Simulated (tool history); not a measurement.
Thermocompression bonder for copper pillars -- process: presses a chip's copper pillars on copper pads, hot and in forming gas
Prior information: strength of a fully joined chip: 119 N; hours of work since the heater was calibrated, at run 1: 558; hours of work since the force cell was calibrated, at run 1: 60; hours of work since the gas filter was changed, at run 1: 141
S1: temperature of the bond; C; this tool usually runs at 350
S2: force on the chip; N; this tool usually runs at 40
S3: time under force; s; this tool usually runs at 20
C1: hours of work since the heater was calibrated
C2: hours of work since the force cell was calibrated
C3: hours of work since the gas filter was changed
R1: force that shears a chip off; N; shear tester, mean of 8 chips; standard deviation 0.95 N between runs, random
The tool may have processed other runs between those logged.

run 1 hour=0.0 | S1=350 S2=40 S3=20 | C1=558 C2=60 C3=141 | R1=87.2
run 2 hour=32.8 | S1=350 S2=40 S3=20 | C1=572 C2=74 C3=155 | R1=87.5
run 3 hour=90.9 | S1=350 S2=40 S3=20 | C1=597 C2=99 C3=181 | R1=87.1
run 4 hour=129.6 | S1=350 S2=40 S3=20 | C1=614 C2=116 C3=198 | R1=86.9
run 5 hour=179.2 | S1=350 S2=40 S3=20 | C1=636 C2=138 C3=219 | R1=87.4
run 6 hour=231.1 | S1=350 S2=40 S3=20 | C1=658 C2=160 C3=242 | R1=88.8
run 7 hour=295.3 | S1=350 S2=40 S3=20 | C1=686 C2=188 C3=270 | R1=86.9
run 8 hour=334.7 | S1=350 S2=40 S3=20 | C1=704 C2=206 C3=287 | R1=88.0
run 9 hour=381.2 | S1=350 S2=40 S3=20 | C1=724 C2=226 C3=307 | R1=87.9
-- hour=446.9 forming gas filter changed
run 10 hour=448.3 | S1=377 S2=34 S3=45 | C1=753 C2=255 C3=1 | R1=108.0
run 11 hour=484.8 | S1=377 S2=34 S3=45 | C1=769 C2=271 C3=17 | R1=108.8
run 12 hour=545.8 | S1=377 S2=34 S3=45 | C1=795 C2=297 C3=43 | R1=108.0
run 13 hour=610.5 | S1=377 S2=34 S3=45 | C1=824 C2=326 C3=71 | R1=108.0
run 14 hour=657.4 | S1=377 S2=34 S3=45 | C1=844 C2=346 C3=92 | R1=107.2
run 15 hour=693.3 | S1=350 S2=47 S3=15 | C1=860 C2=362 C3=107 | R1=89.2
run 16 hour=735.6 | S1=363 S2=53 S3=30 | C1=878 C2=380 C3=126 | R1=109.5
run 17 hour=777.2 | S1=329 S2=55 S3=20 | C1=896 C2=398 C3=144 | R1=88.8

Below are 4 alternative next runs, each starting from the tool's condition after run 17. Predict each:
run A hour=810.5 | S1=373 S2=58 S3=57 | C1=911 C2=413 C3=159 | R1=?
run B hour=810.5 | S1=352 S2=51 S3=20 | C1=911 C2=413 C3=159 | R1=?
run C hour=810.5 | S1=350 S2=40 S3=11 | C1=911 C2=413 C3=159 | R1=?
run D hour=810.5 | S1=340 S2=50 S3=20 | C1=911 C2=413 C3=159 | R1=?

run=A R1=116.9
run=B R1=100.5
run=C R1=76.0
run=D R1=90.9
With the hidden condition removed and each run's random variation left untouched, the same runs would have given:
run=A R1=117.3
run=B R1=100.7
run=C R1=76.0
run=D R1=90.9
